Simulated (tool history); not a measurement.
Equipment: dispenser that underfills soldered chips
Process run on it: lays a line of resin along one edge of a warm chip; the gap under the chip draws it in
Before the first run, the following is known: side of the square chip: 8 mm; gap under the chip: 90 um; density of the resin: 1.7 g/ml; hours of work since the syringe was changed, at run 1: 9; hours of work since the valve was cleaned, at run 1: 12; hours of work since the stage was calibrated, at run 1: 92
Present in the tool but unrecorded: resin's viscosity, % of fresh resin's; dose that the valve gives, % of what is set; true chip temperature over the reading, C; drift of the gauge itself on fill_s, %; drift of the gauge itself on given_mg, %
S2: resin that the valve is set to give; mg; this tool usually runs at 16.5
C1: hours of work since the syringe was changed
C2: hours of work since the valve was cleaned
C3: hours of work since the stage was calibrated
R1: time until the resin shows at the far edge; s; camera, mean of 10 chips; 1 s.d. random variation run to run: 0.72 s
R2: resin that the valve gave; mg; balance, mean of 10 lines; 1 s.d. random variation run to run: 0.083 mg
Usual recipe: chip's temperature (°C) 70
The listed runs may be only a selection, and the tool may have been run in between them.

run 1 hour=0 | chip's_temperature_(°C)=70 S2=16.5 | C1=9 C2=12 C3=92 | R1=100 R2=16.35
-- hour=3 new syringe of resin
run 2 hour=3.5 | chip's_temperature_(°C)=70 S2=16.5 | C1=0 C2=14 C3=94 | R1=65.1 R2=16.4
run 3 hour=6.5 | chip's_temperature_(°C)=69 S2=16.5 | C1=3 C2=17 C3=97 | R1=77.5 R2=16.32
run 4 hour=10.9 | chip's_temperature_(°C)=70 S2=15.7 | C1=6 C2=20 C3=100 | R1=88.2 R2=15.42
run 5 hour=15 | chip's_temperature_(°C)=70 S2=15.7 | C1=9 C2=23 C3=103 | R1=106.4 R2=15.42
-- hour=17 new syringe of resin
run 6 hour=18.4 | chip's_temperature_(°C)=70 S2=16.5 | C1=1 C2=26 C3=106 | R1=67.6 R2=16.21
run 7 hour=22.4 | chip's_temperature_(°C)=61 S2=16.5 | C1=4 C2=29 C3=109 | R1=125.1 R2=16.17
run 8 hour=25.5 | chip's_temperature_(°C)=70 S2=16.5 | C1=7 C2=31 C3=112 | R1=90.4 R2=16.13
run 9 hour=30.3 | chip's_temperature_(°C)=70 S2=16.5 | C1=11 C2=35 C3=115 | R1=106.9 R2=16.05
-- hour=31.4 new syringe of resin
run 10 hour=34.4 | chip's_temperature_(°C)=70 S2=16.5 | C1=2 C2=38 C3=118 | R1=70.9 R2=16.03
run 11 hour=39.9 | chip's_temperature_(°C)=70 S2=16.5 | C1=7 C2=42 C3=123 | R1=87.1 R2=15.83
run 12 hour=43 | chip's_temperature_(°C)=70 S2=16.2 | C1=9 C2=45 C3=125 | R1=98.8 R2=15.5
-- hour=45.7 new syringe of resin
run 13 hour=46.5 | chip's_temperature_(°C)=57 S2=16.5 | C1=1 C2=47 C3=128 | R1=122 R2=15.92
run 14 hour=50.9 | chip's_temperature_(°C)=57 S2=16.5 | C1=4 C2=51 C3=131 | R1=148.1 R2=15.79
run 15 hour=56.1 | chip's_temperature_(°C)=57 S2=16.5 | C1=8 C2=55 C3=135 | R1=184 R2=15.83
-- hour=60.1 new syringe of resin
run 16 hour=60.2 | chip's_temperature_(°C)=84 S2=16 | C1=0 C2=58 C3=138 | R1=33.3 R2=15.44
run 17 hour=65 | chip's_temperature_(°C)=84 S2=16 | C1=4 C2=62 C3=142 | R1=40.2 R2=15.17
run 18 hour=68.8 | chip's_temperature_(°C)=84 S2=16 | C1=7 C2=65 C3=145 | R1=46.7 R2=15.15
-- hour=74.4 new syringe of resin
run 19 hour=75.2 | chip's_temperature_(°C)=84 S2=16 | C1=1 C2=70 C3=150 | R1=33.7 R2=15.21
run 20 hour=79.2 | chip's_temperature_(°C)=69 S2=17.5 | C1=4 C2=73 C3=153 | R1=78.9 R2=16.5
run 21 hour=82.1 | chip's_temperature_(°C)=70 S2=16.9 | C1=6 C2=75 C3=155 | R1=84.7 R2=15.97
run 22 hour=86.7 | chip's_temperature_(°C)=77 S2=19.2 | C1=10 C2=79 C3=159 | R1=72.4 R2=17.95
-- hour=88.8 new syringe of resin
run 23 hour=92.5 | chip's_temperature_(°C)=59 S2=16.5 | C1=3 C2=83 C3=163 | R1=130.8 R2=15.5
run 24 hour=98.1 | chip's_temperature_(°C)=56 S2=14.4 | C1=7 C2=87 C3=168 | R1=191.8 R2=13.38
run 25 hour=102.3 | chip's_temperature_(°C)=61 S2=15.3 | C1=11 C2=91 C3=171 | R1=171.7 R2=14.14
-- hour=102.9 new syringe of resin
run 26 hour=108.3 | chip's_temperature_(°C)=62 S2=15.6 | C1=4 C2=95 C3=176 | R1=118 R2=14.4
run 27 hour=112.7 | chip's_temperature_(°C)=72 S2=16.5 | C1=8 C2=99 C3=179 | R1=84.5 R2=15.29
run 28 hour=115.6 | chip's_temperature_(°C)=72 S2=16.5 | C1=10 C2=101 C3=181 | R1=93.8 R2=15.26
-- hour=117.2 new syringe of resin
run 29 hour=121.9 | chip's_temperature_(°C)=80 S2=15.5 | C1=4 C2=106 C3=186 | R1=48.2 R2=14.16

Hidden condition of the tool, last listed run before each entry between runs versus first listed run after:
Between runs 1 and 2: new syringe of resin (hour 3)
  resin's viscosity, % of fresh resin's: 159.2 -> 103.9; dose that the valve gives, % of what is set: 99.18 -> 99.01; true chip temperature over the reading, C: 0.58 -> 0.59
  difference, measured minus the result without the unlogged condition, R1: +35.4 -> +0.6 s; R2: -0.14 -> -0.16 mg
Between runs 5 and 6: new syringe of resin (hour 17)
  resin's viscosity, % of fresh resin's: 164.2 -> 107.1; dose that the valve gives, % of what is set: 98.27 -> 98.07; true chip temperature over the reading, C: 0.65 -> 0.66
  difference, measured minus the result without the unlogged condition, R1: +39.6 -> +2.5 s; R2: -0.28 -> -0.32 mg
Between runs 9 and 10: new syringe of resin (hour 31.4)
  resin's viscosity, % of fresh resin's: 172.5 -> 111.9; dose that the valve gives, % of what is set: 97.35 -> 97.13; true chip temperature over the reading, C: 0.72 -> 0.74
  difference, measured minus the result without the unlogged condition, R1: +42.9 -> +5.3 s; R2: -0.43 -> -0.48 mg
Between runs 12 and 13: new syringe of resin (hour 45.7)
  resin's viscosity, % of fresh resin's: 157.9 -> 101.6; dose that the valve gives, % of what is set: 96.56 -> 96.38; true chip temperature over the reading, C: 0.78 -> 0.79
  difference, measured minus the result without the unlogged condition, R1: +34.1 -> -2.8 s; R2: -0.55 -> -0.59 mg
Between runs 15 and 16: new syringe of resin (hour 60.1)
  resin's viscosity, % of fresh resin's: 148.9 -> 101.7; dose that the valve gives, % of what is set: 95.77 -> 95.51; true chip temperature over the reading, C: 0.84 -> 0.85
  difference, measured minus the result without the unlogged condition, R1: +55.2 -> -0.5 s; R2: -0.7 -> -0.72 mg
Between runs 18 and 19: new syringe of resin (hour 74.4)
  resin's viscosity, % of fresh resin's: 143 -> 104.2; dose that the valve gives, % of what is set: 94.98 -> 94.62; true chip temperature over the reading, C: 0.9 -> 0.93
  difference, measured minus the result without the unlogged condition, R1: +12.8 -> +0.2 s; R2: -0.8 -> -0.87 mg
Between runs 22 and 23: new syringe of resin (hour 88.8)
  resin's viscosity, % of fresh resin's: 164.7 -> 118.2; dose that the valve gives, % of what is set: 93.92 -> 93.61; true chip temperature over the reading, C: 0.98 -> 1
  difference, measured minus the result without the unlogged condition, R1: +26.5 -> +15 s; R2: -1.16 -> -1.06 mg
Between runs 25 and 26: new syringe of resin (hour 102.9)
  resin's viscosity, % of fresh resin's: 174.5 -> 124.4; dose that the valve gives, % of what is set: 92.96 -> 92.62; true chip temperature over the reading, C: 1.05 -> 1.08
  difference, measured minus the result without the unlogged condition, R1: +68.9 -> +18.8 s; R2: -1.07 -> -1.15 mg
Between runs 28 and 29: new syringe of resin (hour 117.2)
  resin's viscosity, % of fresh resin's: 167 -> 123.4; dose that the valve gives, % of what is set: 92.15 -> 91.78; true chip temperature over the reading, C: 1.11 -> 1.14
  difference, measured minus the result without the unlogged condition, R1: +35.1 -> +7.5 s; R2: -1.3 -> -1.27 mg

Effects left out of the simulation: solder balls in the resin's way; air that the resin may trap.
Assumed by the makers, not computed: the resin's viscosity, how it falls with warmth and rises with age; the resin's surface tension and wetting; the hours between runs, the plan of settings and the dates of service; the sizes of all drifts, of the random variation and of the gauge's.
